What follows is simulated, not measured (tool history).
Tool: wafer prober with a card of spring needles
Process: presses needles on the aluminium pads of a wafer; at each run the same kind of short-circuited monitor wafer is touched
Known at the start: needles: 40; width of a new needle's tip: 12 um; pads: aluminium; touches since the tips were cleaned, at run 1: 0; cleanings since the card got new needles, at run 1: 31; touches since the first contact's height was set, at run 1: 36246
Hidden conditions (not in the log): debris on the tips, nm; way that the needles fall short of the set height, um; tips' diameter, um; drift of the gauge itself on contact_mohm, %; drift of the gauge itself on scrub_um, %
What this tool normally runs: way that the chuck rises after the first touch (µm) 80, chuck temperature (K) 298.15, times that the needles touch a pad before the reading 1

run	hour	way that the chuck rises after the first touch (µm)	chuck temperature (K)	times that the needles touch a pad before the reading	touches since the tips were cleaned	cleanings since the card got new needles	touches since the first contact's height was set	resistance of one needle with its contact and lead (mohm)	way that a needle slides on the pad (µm)
1	0	80	298.15	1	0	31	36246	251	18.65
# hour 36.6: tips cleaned on abrasive film
2	51.6	80	298.15	1	2738	32	45639	251	18.65
# hour 72: tips cleaned on abrasive film
# hour 103.9: tips cleaned on abrasive film
# hour 137.8: tips cleaned on abrasive film
3	137.8	80	298.15	1	0	35	61323	244	18.66
# hour 173.5: tips cleaned on abrasive film
4	189.6	80	367.15	1	2939	36	70762	266	18.65
# hour 211.3: tips cleaned on abrasive film
# hour 245.4: tips cleaned on abrasive film
# hour 279.1: tips cleaned on abrasive film
# hour 286: height of the first contact set anew
5	286	89	367.15	1	1203	39	0	265	20.8
# hour 312.1: tips cleaned on abrasive film
6	341.7	89	367.15	1	5396	40	10141	264	20.77
# hour 349.6: tips cleaned on abrasive film
# hour 382.3: tips cleaned on abrasive film
7	397.2	89	367.15	1	2720	42	20240	267	20.79
# hour 414.1: tips cleaned on abrasive film
# hour 451.1: tips cleaned on abrasive film
8	480.6	89	367.15	1	5383	44	35428	268	20.8
# hour 487.2: tips cleaned on abrasive film
# hour 519: tips cleaned on abrasive film
# hour 552.6: tips cleaned on abrasive film
9	576.7	89	367.15	1	4403	47	52911	265	20.82
# hour 584.7: tips cleaned on abrasive film
# hour 620: tips cleaned on abrasive film
10	635.2	89	367.15	1	2760	49	63542	271	20.81
# hour 655.4: tips cleaned on abrasive film
# hour 687.4: tips cleaned on abrasive film
11	716.2	80	300.15	1	5257	51	78296	244	18.7
# hour 723.6: tips cleaned on abrasive film
# hour 756.4: tips cleaned on abrasive film
# hour 770.2: height of the first contact set anew
12	779.2	80	300.15	3	4109	53	1640	251	18.71
# hour 791.5: tips cleaned on abrasive film
# hour 825.9: tips cleaned on abrasive film
# hour 863.4: tips cleaned on abrasive film
13	863.4	80	300.15	3	0	56	16957	251	18.7
# hour 894.9: tips cleaned on abrasive film
14	920.8	80	316.15	1	4713	57	27405	255	18.69
# hour 928.4: tips cleaned on abrasive film
# hour 962.7: tips cleaned on abrasive film
15	967.5	80	316.15	1	881	59	35901	254	18.68
# hour 998.9: tips cleaned on abrasive film
# hour 1034.9: tips cleaned on abrasive film
16	1063	80	316.15	1	5129	61	53295	256	18.71
# hour 1069.8: tips cleaned on abrasive film
# hour 1108.6: tips cleaned on abrasive film
17	1117.4	67	309.15	1	1593	63	63171	257	15.68
# hour 1143.8: tips cleaned on abrasive film
# hour 1181.8: tips cleaned on abrasive film
# hour 1215: tips cleaned on abrasive film
18	1215	67	309.15	1	0	66	80939	253	15.66
# hour 1250.9: tips cleaned on abrasive film
# hour 1256.1: height of the first contact set anew
19	1256.8	67	309.15	1	1006	67	129	253	15.69
# hour 1289.5: tips cleaned on abrasive film
20	1316.5	90	304.15	3	4927	68	11019	248	21.04
# hour 1323.2: tips cleaned on abrasive film
# hour 1356: tips cleaned on abrasive film
# hour 1388.8: tips cleaned on abrasive film
21	1415.1	82	304.15	1	4802	71	28958	250	19.22
# hour 1423.1: tips cleaned on abrasive film
# hour 1454.8: tips cleaned on abrasive film
# hour 1488.8: tips cleaned on abrasive film
22	1503	67	348.15	1	2589	74	44932	268	15.7
# hour 1526.4: tips cleaned on abrasive film
# hour 1559.1: tips cleaned on abrasive film
23	1565.8	87	298.15	1	1210	76	56359	247	20.41
# hour 1595.9: tips cleaned on abrasive film
# hour 1631.1: tips cleaned on abrasive film
24	1657.6	78	312.15	2	4838	78	73082	254	18.31
# hour 1665.6: tips cleaned on abrasive film
# hour 1697.2: tips cleaned on abrasive film
25	1717.4	67	326.15	1	3690	80	83963	258	15.72
# hour 1730.2: tips cleaned on abrasive film
# hour 1746.2: height of the first contact set anew
# hour 1763.5: tips cleaned on abrasive film
# hour 1795.9: tips cleaned on abrasive film
26	1796.1	67	326.15	1	31	83	9074	260	15.73
# hour 1829.3: tips cleaned on abrasive film
# hour 1867.1: tips cleaned on abrasive film
27	1874.9	67	326.15	1	1416	85	23414	261	15.72
# hour 1902.7: tips cleaned on abrasive film
# hour 1938.9: tips cleaned on abrasive film
28	1957.5	67	326.15	1	3392	87	38455	261	15.72

Run 29, settings as shown, results not yet in. Your forecast:
# hour 1977.9: tips cleaned on abrasive film
# hour 2014.2: tips cleaned on abrasive film
29	2024	67	326.15	1	1792	89	50552	?	?

Run 29 measured resistance of one needle with its contact and lead (mohm) 262, way that a needle slides on the pad (µm) 15.74.
Take away the tool's hidden state, keep the run-to-run variation as it was, and the same run would have given resistance of one needle with its contact and lead (mohm) 262, way that a needle slides on the pad (µm) 15.63.
